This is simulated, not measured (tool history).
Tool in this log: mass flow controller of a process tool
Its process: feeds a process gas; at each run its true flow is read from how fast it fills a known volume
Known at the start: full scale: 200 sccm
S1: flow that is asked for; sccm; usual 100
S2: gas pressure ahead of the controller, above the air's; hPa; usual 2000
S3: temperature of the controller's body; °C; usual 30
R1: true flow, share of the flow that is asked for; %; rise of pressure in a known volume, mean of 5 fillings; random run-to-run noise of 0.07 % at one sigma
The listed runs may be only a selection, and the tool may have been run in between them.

{"run": 1, "hour": 0.0, "S1": 100, "S2": 2000, "S3": 30, "R1": 99.72}
{"run": 2, "hour": 290.3, "S1": 100, "S2": 2000, "S3": 30, "R1": 99.75}
{"run": 3, "hour": 462.5, "S1": 100, "S2": 1550, "S3": 30, "R1": 99.56}
{"run": 4, "hour": 623.4, "S1": 100, "S2": 1550, "S3": 39, "R1": 98.71}
{"run": 5, "hour": 851.9, "S1": 100, "S2": 1550, "S3": 39, "R1": 98.73}
{"run": 6, "hour": 1130.2, "S1": 100, "S2": 1550, "S3": 39, "R1": 98.67}
{"run": 7, "hour": 1351.9, "S1": 100, "S2": 2000, "S3": 30, "R1": 100.04}
{"run": 8, "hour": 1519.4, "S1": 100, "S2": 2000, "S3": 30, "R1": 99.85}
{"run": 9, "hour": 1670.9, "S1": 100, "S2": 2010, "S3": 38, "R1": 99.08}
{"run": 10, "hour": 2003.0, "S1": 100, "S2": 2010, "S3": 38, "R1": 98.95}
{"run": 11, "hour": 2283.3, "S1": 58, "S2": 1950, "S3": 23, "R1": 101.94}
{"run": 12, "hour": 2474.0, "S1": 76, "S2": 1950, "S3": 27, "R1": 100.9}
{"run": 13, "hour": 2627.8, "S1": 48, "S2": 2000, "S3": 30, "R1": 101.75}
{"run": 14, "hour": 2876.5, "S1": 48, "S2": 2080, "S3": 32, "R1": 101.57}
{"run": 15, "hour": 3096.6, "S1": 48, "S2": 2080, "S3": 32, "R1": 101.83}

3 ways to go on from here, each from the tool as it stands after run 15. What would each give?
{"run": "A", "hour": 3242.2, "S1": 51, "S2": 1860, "S3": 22, "R1": "?"}
{"run": "B", "hour": 3242.2, "S1": 29, "S2": 2280, "S3": 33, "R1": "?"}
{"run": "C", "hour": 3242.2, "S1": 37, "S2": 1610, "S3": 31, "R1": "?"}

run=A R1=102.47
run=B R1=104.28
run=C R1=102.89
With no hidden state in the tool, these same runs would have given:
run=A R1=99.65
run=B R1=98.64
run=C R1=98.66
